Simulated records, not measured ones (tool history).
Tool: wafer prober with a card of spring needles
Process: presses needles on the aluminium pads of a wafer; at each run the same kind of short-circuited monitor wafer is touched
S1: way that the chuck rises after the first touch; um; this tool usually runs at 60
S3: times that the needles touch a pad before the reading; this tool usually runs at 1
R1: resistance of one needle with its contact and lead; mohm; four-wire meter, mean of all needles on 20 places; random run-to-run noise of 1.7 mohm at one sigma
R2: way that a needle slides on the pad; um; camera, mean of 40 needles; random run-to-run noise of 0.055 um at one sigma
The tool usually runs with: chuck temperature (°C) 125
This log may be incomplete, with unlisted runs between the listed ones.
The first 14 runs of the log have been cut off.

-- hour=330.6 tips cleaned on abrasive film
-- hour=349.2 tips cleaned on abrasive film
run 15 hour=352.1 | S1=43 chuck_temperature_(°C)=125 S3=1 | R1=174 R2=9.26
-- hour=368 tips cleaned on abrasive film
run 16 hour=368 | S1=43 chuck_temperature_(°C)=125 S3=1 | R1=177 R2=9.24
-- hour=386.8 tips cleaned on abrasive film
run 17 hour=387.2 | S1=60 chuck_temperature_(°C)=125 S3=1 | R1=169 R2=12.87
-- hour=405.5 tips cleaned on abrasive film
run 18 hour=420.8 | S1=49 chuck_temperature_(°C)=40 S3=1 | R1=156 R2=10.36
-- hour=426.5 tips cleaned on abrasive film
-- hour=445.6 tips cleaned on abrasive film
run 19 hour=453.1 | S1=60 chuck_temperature_(°C)=51 S3=3 | R1=154 R2=12.81
-- hour=465.5 tips cleaned on abrasive film
run 20 hour=472.7 | S1=60 chuck_temperature_(°C)=51 S3=3 | R1=154 R2=12.81
-- hour=484.6 tips cleaned on abrasive film
-- hour=504.5 tips cleaned on abrasive film
run 21 hour=504.5 | S1=60 chuck_temperature_(°C)=51 S3=3 | R1=157 R2=12.83
-- hour=524 tips cleaned on abrasive film
run 22 hour=525.8 | S1=60 chuck_temperature_(°C)=33 S3=1 | R1=154 R2=12.79
-- hour=543.4 tips cleaned on abrasive film
run 23 hour=555.1 | S1=60 chuck_temperature_(°C)=70 S3=1 | R1=157 R2=12.81
-- hour=562.1 tips cleaned on abrasive film
run 24 hour=573.8 | S1=60 chuck_temperature_(°C)=70 S3=1 | R1=159 R2=12.68
-- hour=581.4 tips cleaned on abrasive film
-- hour=600.2 tips cleaned on abrasive film
run 25 hour=601.2 | S1=60 chuck_temperature_(°C)=31 S3=2 | R1=149 R2=12.8
-- hour=619.8 tips cleaned on abrasive film
run 26 hour=623.7 | S1=74 chuck_temperature_(°C)=84 S3=2 | R1=160 R2=15.75
-- hour=632.4 height of the first contact set anew
-- hour=638.8 tips cleaned on abrasive film
run 27 hour=648.8 | S1=74 chuck_temperature_(°C)=84 S3=2 | R1=156 R2=15.79
-- hour=657.7 tips cleaned on abrasive film
-- hour=677.4 tips cleaned on abrasive film
run 28 hour=682.5 | S1=49 chuck_temperature_(°C)=43 S3=3 | R1=157 R2=10.38
-- hour=698 tips cleaned on abrasive film
run 29 hour=712.6 | S1=60 chuck_temperature_(°C)=27 S3=3 | R1=151 R2=12.59
-- hour=718.2 tips cleaned on abrasive film
run 30 hour=734.8 | S1=60 chuck_temperature_(°C)=27 S3=3 | R1=150 R2=12.61
-- hour=737.2 tips cleaned on abrasive film
-- hour=756.6 tips cleaned on abrasive film
run 31 hour=769.5 | S1=65 chuck_temperature_(°C)=76 S3=2 | R1=157 R2=13.69
-- hour=776.5 tips cleaned on abrasive film
-- hour=796.7 tips cleaned on abrasive film
run 32 hour=804.3 | S1=60 chuck_temperature_(°C)=60 S3=1 | R1=159 R2=12.66
-- hour=816.7 tips cleaned on abrasive film
run 33 hour=821.1 | S1=42 chuck_temperature_(°C)=54 S3=1 | R1=162 R2=8.86

Each row is a separate what-if for the run after 33, all from the same tool condition, not one after another. Results?
-- hour=836 tips cleaned on abrasive film
-- hour=839.3 gauge calibrated
run A hour=848.1 | S1=57 chuck_temperature_(°C)=125 S3=1 | R1=? R2=?
-- hour=836 tips cleaned on abrasive film
-- hour=839.3 gauge calibrated
run B hour=848.1 | S1=47 chuck_temperature_(°C)=54 S3=3 | R1=? R2=?
-- hour=836 tips cleaned on abrasive film
-- hour=839.3 gauge calibrated
run C hour=848.1 | S1=64 chuck_temperature_(°C)=59 S3=2 | R1=? R2=?

run=A R1=170 R2=12.38
run=B R1=158 R2=10.11
run=C R1=154 R2=13.84
The same runs, with their run-to-run variation unchanged, on a tool lacking any hidden condition would have given:
run=A R1=170 R2=12.39
run=B R1=158 R2=10.11
run=C R1=154 R2=13.84
